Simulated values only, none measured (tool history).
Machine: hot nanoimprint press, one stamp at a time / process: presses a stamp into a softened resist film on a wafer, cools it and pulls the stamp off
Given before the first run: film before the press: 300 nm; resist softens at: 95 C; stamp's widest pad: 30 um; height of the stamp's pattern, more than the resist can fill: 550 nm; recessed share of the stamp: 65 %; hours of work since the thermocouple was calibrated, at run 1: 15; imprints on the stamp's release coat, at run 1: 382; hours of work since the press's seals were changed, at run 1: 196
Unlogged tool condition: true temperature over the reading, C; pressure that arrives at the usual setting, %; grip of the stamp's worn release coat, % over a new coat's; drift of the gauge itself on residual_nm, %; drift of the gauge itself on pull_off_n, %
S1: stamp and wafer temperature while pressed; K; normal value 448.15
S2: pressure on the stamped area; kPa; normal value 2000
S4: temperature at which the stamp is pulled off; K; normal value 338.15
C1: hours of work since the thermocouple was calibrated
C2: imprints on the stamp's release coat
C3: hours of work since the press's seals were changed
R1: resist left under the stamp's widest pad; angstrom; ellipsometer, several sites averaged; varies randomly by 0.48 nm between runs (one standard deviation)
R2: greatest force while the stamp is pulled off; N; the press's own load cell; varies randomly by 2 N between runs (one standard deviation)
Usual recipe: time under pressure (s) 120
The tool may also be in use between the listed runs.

{"run": 1, "day": 0.0, "S1": 448.15, "S2": 2000, "time under pressure (s)": 120, "S4": 338.15, "C1": 15, "C2": 382, "C3": 196, "R1": 1056, "R2": 224}
{"run": 2, "day": 0.696, "S1": 448.15, "S2": 2000, "time under pressure (s)": 120, "S4": 338.15, "C1": 25, "C2": 458, "C3": 205, "R1": 1058, "R2": 223}
{"day": 1.575, "done": "stamp cleaned and given a new release coat"}
{"run": 3, "day": 2.112, "S1": 448.15, "S2": 2000, "time under pressure (s)": 120, "S4": 338.15, "C1": 42, "C2": 60, "C3": 222, "R1": 1068, "R2": 221}
{"run": 4, "day": 3.196, "S1": 446.15, "S2": 2000, "time under pressure (s)": 120, "S4": 338.15, "C1": 57, "C2": 180, "C3": 237, "R1": 1173, "R2": 218}
{"run": 5, "day": 4.242, "S1": 448.15, "S2": 2000, "time under pressure (s)": 120, "S4": 333.15, "C1": 72, "C2": 295, "C3": 252, "R1": 1070, "R2": 247}
{"run": 6, "day": 5.288, "S1": 448.15, "S2": 2000, "time under pressure (s)": 65, "S4": 338.15, "C1": 87, "C2": 411, "C3": 267, "R1": 1324, "R2": 220}
{"run": 7, "day": 5.912, "S1": 448.15, "S2": 2000, "time under pressure (s)": 69, "S4": 338.15, "C1": 96, "C2": 480, "C3": 276, "R1": 1305, "R2": 222}
{"day": 6.617, "done": "stamp cleaned and given a new release coat"}
{"run": 8, "day": 7.138, "S1": 448.15, "S2": 2470, "time under pressure (s)": 205, "S4": 339.15, "C1": 109, "C2": 58, "C3": 290, "R1": 775, "R2": 216}
{"run": 9, "day": 8.15, "S1": 459.15, "S2": 2470, "time under pressure (s)": 160, "S4": 339.15, "C1": 124, "C2": 170, "C3": 304, "R1": 512, "R2": 216}
{"run": 10, "day": 8.921, "S1": 459.15, "S2": 2470, "time under pressure (s)": 160, "S4": 339.15, "C1": 135, "C2": 255, "C3": 315, "R1": 508, "R2": 215}
{"run": 11, "day": 10.05, "S1": 448.15, "S2": 2000, "time under pressure (s)": 120, "S4": 339.15, "C1": 151, "C2": 380, "C3": 331, "R1": 1063, "R2": 219}
{"run": 12, "day": 11.246, "S1": 448.15, "S2": 1340, "time under pressure (s)": 120, "S4": 338.15, "C1": 168, "C2": 512, "C3": 348, "R1": 1322, "R2": 222}
{"day": 11.625, "done": "stamp cleaned and given a new release coat"}
{"run": 13, "day": 12.175, "S1": 451.15, "S2": 1370, "time under pressure (s)": 120, "S4": 338.15, "C1": 177, "C2": 60, "C3": 357, "R1": 1146, "R2": 218}

Run 14, settings as shown, results not yet in. Your forecast:
{"run": 14, "day": 13.696, "S1": 450.15, "S2": 1260, "time under pressure (s)": 150, "S4": 341.15, "C1": 199, "C2": 229, "C3": 379, "R1": "?", "R2": "?"}

Run 14 yielded R1 1163 angstrom, R2 204 N.
Had the tool carried no hidden state, the very same run would have given R1 1164 angstrom, R2 204 N.
